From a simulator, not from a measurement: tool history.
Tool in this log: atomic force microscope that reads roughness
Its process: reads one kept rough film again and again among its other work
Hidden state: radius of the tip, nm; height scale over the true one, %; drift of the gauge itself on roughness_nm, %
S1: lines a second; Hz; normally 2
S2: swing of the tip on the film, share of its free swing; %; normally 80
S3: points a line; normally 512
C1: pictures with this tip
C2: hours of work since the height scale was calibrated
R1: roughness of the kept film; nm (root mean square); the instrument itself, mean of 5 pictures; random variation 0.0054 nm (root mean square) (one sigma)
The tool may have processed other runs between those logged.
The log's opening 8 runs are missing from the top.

Run 9, day 4.15: usual settings but S1 0.56 Hz; C1 104; C2 314. Result: R1 1.277 nm (root mean square).
Run 10, day 4.533: usual settings but S1 0.56 Hz; C1 118; C2 318. Result: R1 1.271 nm (root mean square).
Run 11, day 5.154: usual settings but S1 0.56 Hz; C1 142; C2 325. Result: R1 1.263 nm (root mean square).
Run 12, day 5.488: usual settings but S3 859; C1 154; C2 328. Result: R1 1.124 nm (root mean square).
Run 13, day 5.95: usual settings but S3 859; C1 171; C2 333. Result: R1 1.125 nm (root mean square).
Run 14, day 6.471: usual settings but S1 3.23 Hz; C1 190; C2 339. Result: R1 1.03 nm (root mean square).
Run 15, day 7.171: usual settings but S1 3.23 Hz; C1 217; C2 347. Result: R1 1.026 nm (root mean square).
Run 16, day 7.883: usual settings but S1 3.23 Hz; C1 243; C2 354. Result: R1 1.019 nm (root mean square).
At day 7.95: new tip fitted.
Run 17, day 8.583: usual settings but S1 2.21 Hz, S2 78 %, S3 363; C1 23; C2 362. Result: R1 1.152 nm (root mean square).
At day 8.658: height scale calibrated on a step standard.
Run 18, day 9.096: usual settings but S1 2.21 Hz, S2 78 %, S3 363; C1 41; C2 5. Result: R1 1.149 nm (root mean square).
Run 19, day 9.446: usual settings but S1 0.79 Hz, S2 70 %, S3 986; C1 54; C2 9. Result: R1 1.295 nm (root mean square).
Run 20, day 10.058: usual settings but S1 0.79 Hz, S2 70 %, S3 852; C1 77; C2 15. Result: R1 1.298 nm (root mean square).
Run 21, day 10.746: usual settings but S1 0.74 Hz, S3 729; C1 102; C2 23. Result: R1 1.252 nm (root mean square).
Run 22, day 11.488: usual settings but S2 55 %; C1 130; C2 31. Result: R1 1.288 nm (root mean square).
At day 11.754: height scale calibrated on a step standard, once more.
Run 23, day 11.975: usual settings but S2 55 %; C1 146; C2 2. Result: R1 1.259 nm (root mean square).
Run 24, day 12.658: usual settings but S2 55 %; C1 172; C2 10. Result: R1 1.264 nm (root mean square).
Run 25, day 13.4: usual settings but S1 2.97 Hz, S2 74 %; C1 199; C2 18. Result: R1 1.097 nm (root mean square).
Run 26, day 14.138: usual settings but S3 264; C1 227; C2 26. Result: R1 1.109 nm (root mean square).
Run 27, day 14.571: usual settings but S3 363; C1 243; C2 31. Result: R1 1.103 nm (root mean square).
At day 14.654: new tip fitted.
Run 28, day 15.208: usual settings but S1 3.85 Hz; C1 21; C2 37. Result: R1 1.014 nm (root mean square).
Run 29, day 15.883: usual settings but S1 0.87 Hz, S2 76 %, S3 896; C1 46; C2 45. Result: R1 1.259 nm (root mean square).
Run 30, day 16.504: usual settings but S1 0.87 Hz, S2 76 %, S3 896; C1 69; C2 51. Result: R1 1.251 nm (root mean square).

Below are 3 alternative next runs, each starting from the tool's condition after run 30. Predict each:
Run A, day 16.904: usual settings but S1 1.22 Hz, S2 76 %, S3 685; C1 84; C2 56. Result: R1 ?.
Run B, day 16.904: usual settings but S1 0.56 Hz, S2 81 %, S3 896; C1 84; C2 56. Result: R1 ?.
Run C, day 16.904: usual settings but S1 0.81 Hz, S2 57 %, S3 406; C1 84; C2 56. Result: R1 ?.

run     R1
  A  1.218
  B  1.261
  C  1.302
What these runs would have given with no unlogged condition in the tool:
run     R1
  A  1.233
  B  1.276
  C  1.318
